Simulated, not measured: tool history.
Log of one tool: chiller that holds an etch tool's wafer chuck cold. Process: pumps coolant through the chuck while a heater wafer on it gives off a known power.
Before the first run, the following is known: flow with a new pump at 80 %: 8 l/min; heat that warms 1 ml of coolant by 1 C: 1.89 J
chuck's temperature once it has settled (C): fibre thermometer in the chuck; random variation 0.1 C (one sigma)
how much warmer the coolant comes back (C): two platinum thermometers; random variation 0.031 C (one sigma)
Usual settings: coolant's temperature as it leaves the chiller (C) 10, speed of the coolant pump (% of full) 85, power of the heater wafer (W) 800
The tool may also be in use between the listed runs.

run,hour,coolant's temperature as it leaves the chiller (C),speed of the coolant pump (% of full),power of the heater wafer (W),chuck's temperature once it has settled (C),how much warmer the coolant comes back (C)
1,0,10,85,800,18,3.16
2,149.4,9,85,800,16.9,3.07
3,224.6,9,85,800,17.1,3.13
4,352.4,9,85,800,17.2,3.14
5,466.1,9,85,800,17.3,3.13
6,582.4,9,85,800,17.1,3.16
7,687,9,85,1057,19.7,4.2

For run 8, what comes out?
8,793.1,6,82,601,?,?

chuck's temperature once it has settled (C): 12.4
how much warmer the coolant comes back (C): 2.42
On a tool with no hidden condition, and with the same random variation, this run would have come out at chuck's temperature once it has settled (C) 11.5, how much warmer the coolant comes back (C) 2.28.

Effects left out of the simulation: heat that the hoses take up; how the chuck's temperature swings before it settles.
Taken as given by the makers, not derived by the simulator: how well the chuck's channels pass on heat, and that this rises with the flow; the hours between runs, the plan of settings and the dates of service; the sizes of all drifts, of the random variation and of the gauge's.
